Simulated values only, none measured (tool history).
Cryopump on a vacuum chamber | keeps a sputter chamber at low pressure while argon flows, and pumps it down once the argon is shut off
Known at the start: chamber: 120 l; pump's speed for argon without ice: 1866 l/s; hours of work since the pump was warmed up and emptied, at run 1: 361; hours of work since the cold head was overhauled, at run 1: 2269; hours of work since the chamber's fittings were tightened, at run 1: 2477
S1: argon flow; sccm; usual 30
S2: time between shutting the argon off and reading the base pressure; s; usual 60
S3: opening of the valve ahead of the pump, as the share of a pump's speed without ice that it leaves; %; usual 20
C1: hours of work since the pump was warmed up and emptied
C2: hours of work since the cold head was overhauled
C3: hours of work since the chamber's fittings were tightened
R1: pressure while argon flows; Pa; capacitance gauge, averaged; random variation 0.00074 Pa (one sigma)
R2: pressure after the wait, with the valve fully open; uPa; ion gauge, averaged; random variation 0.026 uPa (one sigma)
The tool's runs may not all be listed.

run	day	S1	S2	S3	C1	C2	C3	R1	R2
1	0	30	60	20	361	2269	2477	0.1408	2.69
2	2.962	30	60	20	420	2328	2536	0.1439	2.63
3	6.488	30	81	20	491	2399	2607	0.1443	2.6
4	8.725	30	60	20	536	2443	2651	0.1454	2.86
5	11.458	30	60	35	590	2498	2706	0.0874	3.04
6	14.642	30	60	35	654	2562	2770	0.0898	3.2
7	17.954	30	60	35	720	2628	2836	0.0911	3.24
8	20.179	30	60	35	765	2672	2880	0.0912	3.41
9	22.438	30	46	35	810	2718	2926	0.0925	3.7
# day 24.279: pump warmed up, emptied and cooled again
10	24.279	30	60	20	0	2750	2958	0.1375	2.61
11	26.633	30	60	20	47	2797	3005	0.1389	2.69
12	28.246	30	60	52	79	2829	3038	0.0549	2.68
13	31.304	30	60	20	140	2891	3099	0.1394	2.8
14	33.312	19	60	20	181	2931	3139	0.0884	2.79
15	35.379	19	96	19	222	2972	3180	0.093	2.58
16	37.742	19	96	19	269	3019	3227	0.0947	2.58
17	40.212	12	186	20	319	3069	3277	0.0561	2.44
18	42.383	27	60	18	362	3112	3320	0.1427	3.12
# day 45.042: leaking fittings of the chamber tightened, without venting
19	45.721	30	60	52	427	3177	14	0.0591	1.14
20	49.342	32	20	20	499	3250	86	0.1546	3.18
21	52.867	32	20	20	570	3320	156	0.154	3.37
22	54.971	30	60	31	612	3362	199	0.0977	1.38
23	57.242	42	36	36	657	3408	244	0.1212	1.99
24	59.829	18	60	49	709	3459	296	0.0409	1.44
25	62.842	60	68	23	769	3519	356	0.2626	1.4
# day 66.846: pump warmed up, emptied and cooled again
26	66.846	60	68	23	0	3595	432	0.2404	1.29
27	70.15	60	68	23	66	3661	498	0.2415	1.3
28	72.9	60	68	23	121	3716	553	0.2432	1.34

Forecast each of these 5 alternatives for the next run:
A	74.512	51	126	17	153	3749	585	?	?
B	74.512	30	49	20	153	3749	585	?	?
C	74.512	60	68	34	153	3749	585	?	?
D	74.512	12	130	23	153	3749	585	?	?
E	74.512	32	60	16	153	3749	585	?	?

run	R1	R2
A	0.2746	0.95
B	0.14	1.72
C	0.1661	1.38
D	0.0485	0.97
E	0.186	1.44
Without the tool's hidden state the same runs would have given:
run	R1	R2
A	0.2687	0.59
B	0.1365	1.34
C	0.1591	1
D	0.0471	0.59
E	0.1823	1.07

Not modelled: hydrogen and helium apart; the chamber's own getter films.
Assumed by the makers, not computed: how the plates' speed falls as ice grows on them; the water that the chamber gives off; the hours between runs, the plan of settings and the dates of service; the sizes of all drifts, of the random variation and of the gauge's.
